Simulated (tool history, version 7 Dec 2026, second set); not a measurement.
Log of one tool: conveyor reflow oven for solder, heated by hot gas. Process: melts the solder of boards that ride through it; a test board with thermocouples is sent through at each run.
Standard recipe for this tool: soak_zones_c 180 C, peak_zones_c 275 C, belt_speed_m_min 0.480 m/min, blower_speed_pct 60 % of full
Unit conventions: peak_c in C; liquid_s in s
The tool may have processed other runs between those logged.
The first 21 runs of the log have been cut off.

run     day  soak_zones_c  peak_zones_c  belt_speed_m_min  blower_speed_pct  peak_c  liquid_s
 22  42.379           180           265             0.482                77   253.8      81.5
 23  44.192           180           265             0.482                77   254.0      80.7
 24  46.088           180           275             0.480                61   260.1      84.9
 25  48.458           179           273             0.467                68   260.7      88.0
 26  50.238           183           275             0.381                60   266.5     116.2
 27  52.204           183           275             0.381                60   266.3     116.5
 28  53.700           193           280             0.455                77   270.6     104.1
 29  54.875           166           287             0.394                60   275.2     109.3
 30  57.333           166           284             0.527                60   261.7      72.0
 31  59.267           168           266             0.463                65   252.2      76.2
 32  60.454           187           269             0.497                63   255.5      82.7

Alternative continuations, all from the tool just after run 32; predict every row:
  A  63.075           180           268             0.541                51       ?         ?
  B  63.075           180           275             0.409                59       ?         ?
  C  63.075           194           269             0.412                60       ?         ?

run  peak_c  liquid_s
  A   247.1      63.1
  B   264.2     105.2
  C   260.9     110.0
Without the tool's unlogged condition, the same runs would have read:
run  peak_c  liquid_s
  A   247.2      62.6
  B   264.1     103.7
  C   260.6     108.4

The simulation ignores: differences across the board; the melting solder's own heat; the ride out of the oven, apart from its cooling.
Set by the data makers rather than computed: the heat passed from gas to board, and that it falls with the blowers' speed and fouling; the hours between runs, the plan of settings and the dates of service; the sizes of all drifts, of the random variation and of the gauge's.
